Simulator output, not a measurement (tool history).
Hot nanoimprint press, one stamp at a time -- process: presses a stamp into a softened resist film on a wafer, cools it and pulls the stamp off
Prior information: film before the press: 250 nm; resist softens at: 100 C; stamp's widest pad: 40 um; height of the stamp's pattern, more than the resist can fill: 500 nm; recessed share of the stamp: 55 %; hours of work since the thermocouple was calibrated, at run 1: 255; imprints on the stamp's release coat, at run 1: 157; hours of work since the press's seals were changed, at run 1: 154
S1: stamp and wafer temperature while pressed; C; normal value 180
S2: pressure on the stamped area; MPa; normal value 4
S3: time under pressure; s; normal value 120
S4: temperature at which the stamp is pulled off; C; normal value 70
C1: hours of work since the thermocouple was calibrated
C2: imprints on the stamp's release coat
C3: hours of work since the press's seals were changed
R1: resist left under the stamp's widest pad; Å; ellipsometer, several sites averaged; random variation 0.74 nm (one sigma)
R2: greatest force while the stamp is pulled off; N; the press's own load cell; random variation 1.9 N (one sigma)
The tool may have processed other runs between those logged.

run	hour	S1	S2	S3	S4	C1	C2	C3	R1	R2
1	0	180	4	120	70	255	157	154	1057	210
2	23.8	180	4	120	70	267	227	167	1065	208
3	62.9	179	4	120	70	288	343	188	1114	210
4	93.2	180	4	120	70	305	433	204	1048	213
5	115.1	180	4	120	60	317	498	216	1049	271
# hour 141: stamp cleaned and given a new release coat
6	141	180	2.78	120	70	327	0	227	1256	206
7	170.6	180	2.78	120	70	343	88	243	1264	207
8	193.5	180	2.78	120	70	356	155	255	1237	206
# hour 231.7: plate thermocouple calibrated
9	238.6	184	2.78	120	70	4	280	278	1085	215
10	265.5	184	2.78	120	70	18	360	292	1100	218
11	296.3	184	2.78	120	66	35	451	309	1095	238
12	327.1	184	2.78	120	66	51	542	326	1108	246
# hour 336.9: stamp cleaned and given a new release coat
13	379.9	174	2.78	120	66	77	127	351	1639	234
14	412.1	174	2.78	120	66	94	222	368	1634	236
15	451.5	174	2.78	120	66	115	339	389	1618	240
16	494.5	171	4.95	120	70	138	466	412	1452	217
17	518.3	171	4.95	120	70	151	537	425	1431	216
# hour 529.8: stamp cleaned and given a new release coat
18	549.8	171	4.95	120	70	165	59	439	1459	210
19	584.9	171	4.95	120	58	184	163	458	1438	276
20	617.5	171	4.95	120	58	201	260	475	1422	280
21	647.4	184	3.29	130	57	217	348	492	964	290
22	667.1	185	5.36	120	59	228	407	502	734	279
23	700.4	185	3.08	120	62	246	505	520	977	265
# hour 723.5: stamp cleaned and given a new release coat
24	734.9	188	3.08	120	62	261	34	535	859	255
25	778.1	169	4	120	73	285	162	559	1681	195
26	810.7	169	4	82	73	302	258	576	1840	194
27	842.7	169	4	82	74	319	353	594	1827	190
28	879.4	180	3.63	143	70	339	462	613	1030	214

For each entry between runs, how does the tool's hidden state at the last listed run before it compare with that at the first listed run after it?
From run 5 to run 6: stamp cleaned and given a new release coat (hour 141)
  true temperature over the reading, C: 1 -> 1.03; pressure that arrives at the usual setting, %: 99.71 -> 99.68; grip of the stamp's worn release coat, % over a new coat's: 4.4 -> 0
  measured minus no-state result, R1: -46 -> -53 Å; R2: +6 -> -6 N
From run 8 to run 9: plate thermocouple calibrated (hour 231.7)
  true temperature over the reading, C: 1.12 -> 0.1; pressure that arrives at the usual setting, %: 99.61 -> 99.55; grip of the stamp's worn release coat, % over a new coat's: 1.4 -> 2.5
  measured minus no-state result, R1: -56 -> -3 Å; R2: -3 -> +5 N
From run 12 to run 13: stamp cleaned and given a new release coat (hour 336.9)
  true temperature over the reading, C: 0.24 -> 0.32; pressure that arrives at the usual setting, %: 99.43 -> 99.36; grip of the stamp's worn release coat, % over a new coat's: 4.8 -> 1.1
  measured minus no-state result, R1: -9 -> -16 Å; R2: +10 -> +1 N
From run 17 to run 18: stamp cleaned and given a new release coat (hour 529.8)
  true temperature over the reading, C: 0.53 -> 0.57; pressure that arrives at the usual setting, %: 99.17 -> 99.13; grip of the stamp's worn release coat, % over a new coat's: 4.7 -> 0.5
  measured minus no-state result, R1: -25 -> -28 Å; R2: +7 -> -2 N
From run 23 to run 24: stamp cleaned and given a new release coat (hour 723.5)
  true temperature over the reading, C: 0.82 -> 0.86; pressure that arrives at the usual setting, %: 98.91 -> 98.88; grip of the stamp's worn release coat, % over a new coat's: 4.4 -> 0.3
  measured minus no-state result, R1: -31 -> -28 Å; R2: +7 -> -4 N
